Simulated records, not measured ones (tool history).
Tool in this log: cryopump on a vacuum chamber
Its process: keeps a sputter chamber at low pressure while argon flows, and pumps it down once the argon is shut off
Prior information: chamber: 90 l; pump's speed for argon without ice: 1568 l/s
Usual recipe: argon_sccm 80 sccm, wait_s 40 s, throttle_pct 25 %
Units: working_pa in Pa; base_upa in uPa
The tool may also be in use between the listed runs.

run,hour,argon_sccm,wait_s,throttle_pct,working_pa,base_upa
1,0.0,80,40,25,0.3581,2.27
2,70.9,80,40,25,0.3635,2.34
3,124.0,80,40,25,0.3674,2.47
4,178.8,80,40,25,0.3716,2.51
5,224.2,80,40,25,0.3759,2.56
6,279.1,80,40,25,0.3790,2.51
7,360.7,80,40,25,0.3865,2.63
# hour 422.7: pump warmed up, emptied and cooled again
8,445.9,80,40,25,0.3491,2.44
9,508.8,80,40,25,0.3516,2.56
10,570.5,80,40,29,0.3108,2.65
11,627.3,80,40,29,0.3140,2.77
12,681.0,80,40,25,0.3633,2.79
13,761.3,80,156,25,0.3694,1.44
14,824.7,127,62,24,0.6188,2.24
15,898.8,127,270,51,0.3229,1.39
16,978.8,99,44,17,0.6815,2.92
17,1058.1,99,87,39,0.3354,2.21
# hour 1087.9: pump warmed up, emptied and cooled again
# hour 1094.9: leaking fittings of the chamber tightened, without venting
18,1099.3,132,140,17,0.8453,0.72
19,1181.0,47,136,51,0.1037,0.85
20,1227.7,47,136,51,0.1058,0.86
21,1276.4,80,34,35,0.2608,2.58
22,1334.9,80,34,35,0.2653,2.58
23,1410.3,147,24,43,0.4103,3.73
24,1444.9,83,24,18,0.5213,3.80
25,1511.8,104,40,17,0.6958,2.45
26,1550.8,43,40,25,0.2046,2.53

Below are 4 alternative next runs, each starting from the tool's condition after run 26. Predict each:
A,1631.8,43,51,32,?,?
B,1631.8,42,40,43,?,?
C,1631.8,51,228,23,?,?
D,1631.8,80,40,59,?,?

run,working_pa,base_upa
A,0.1653,2.21
B,0.1260,2.54
C,0.2643,1.01
D,0.1873,2.64
With the hidden condition removed and each run's random variation left untouched, the same runs would have given:
run,working_pa,base_upa
A,0.1437,1.71
B,0.1048,2.06
C,0.2385,0.51
D,0.1467,2.15
